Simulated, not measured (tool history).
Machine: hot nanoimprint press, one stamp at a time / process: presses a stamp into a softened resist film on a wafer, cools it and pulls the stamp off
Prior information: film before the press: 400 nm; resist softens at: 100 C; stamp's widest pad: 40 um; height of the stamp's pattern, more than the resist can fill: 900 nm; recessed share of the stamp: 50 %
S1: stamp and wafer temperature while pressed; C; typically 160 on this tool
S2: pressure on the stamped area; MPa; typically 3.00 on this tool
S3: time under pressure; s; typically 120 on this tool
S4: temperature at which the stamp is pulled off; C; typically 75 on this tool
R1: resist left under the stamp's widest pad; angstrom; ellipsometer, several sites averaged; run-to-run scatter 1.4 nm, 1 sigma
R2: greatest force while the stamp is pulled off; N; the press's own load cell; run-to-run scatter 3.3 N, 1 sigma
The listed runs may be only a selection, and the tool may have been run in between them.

run     day   S1    S2   S3  S4    R1   R2
  1   0.000  160  3.00  120  75  2166  258
  2   0.408  160  3.00  120  75  2180  258
  3   0.971  160  3.00  120  75  2168  259
  4   1.667  157  3.00  120  75  2412  266
  5   2.071  157  3.00  120  75  2404  268
  6   2.700  157  3.00  120  73  2405  281
  7   3.388  160  3.00  191  75  1885  283
  8   4.196  160  2.18  120  75  2529  289
  9   4.725  160  3.00  127  75  2148  286
 10   5.396  160  3.00  127  75  2118  287
 11   6.112  160  3.00  127  75  2147  302
 12   6.883  160  3.00  127  75  2164  298
      7.346  -- stamp cleaned and given a new release coat
 13   7.712  160  3.00  127  75  2155  161
 14   8.338  160  3.00  127  75  2176  165
 15   8.946  160  3.00  127  75  2157  163
 16   9.425  150  2.06   82  75  3451  168
 17   9.796  150  2.06   82  75  3501  172
 18  10.450  163  2.06   76  75  2674  175
 19  10.950  163  2.06   76  75  2701  174
 20  11.488  163  3.47   90  60  2027  222
 21  12.146  163  3.47   90  60  2043  225
 22  12.954  163  1.84  211  60  2152  229
 23  13.538  155  2.15   96  80  3079  178
 24  13.938  155  2.15   96  80  3106  185
 25  14.358  160  2.90  111  75  2322  190
 26  14.717  163  2.36  162  78  2037  190
 27  15.221  160  3.00   73  68  2582  216
 28  15.758  160  3.00   73  68  2538  213
 29  16.100  160  4.35  120  80  1871  183
 30  16.446  160  4.35  120  80  1841  192

Here are 3 independent what-if runs from the current tool condition. What would each one return?
  A  17.071  161  3.19  229  75   ?   ?
  B  17.071  160  3.71  120  80   ?   ?
  C  17.071  151  3.14  120  62   ?   ?

run    R1   R2
  A  1694  211
  B  2012  190
  C  2887  248
Without the tool's hidden state the same runs would have given:
run    R1   R2
  A  1636  161
  B  1944  144
  C  2813  189

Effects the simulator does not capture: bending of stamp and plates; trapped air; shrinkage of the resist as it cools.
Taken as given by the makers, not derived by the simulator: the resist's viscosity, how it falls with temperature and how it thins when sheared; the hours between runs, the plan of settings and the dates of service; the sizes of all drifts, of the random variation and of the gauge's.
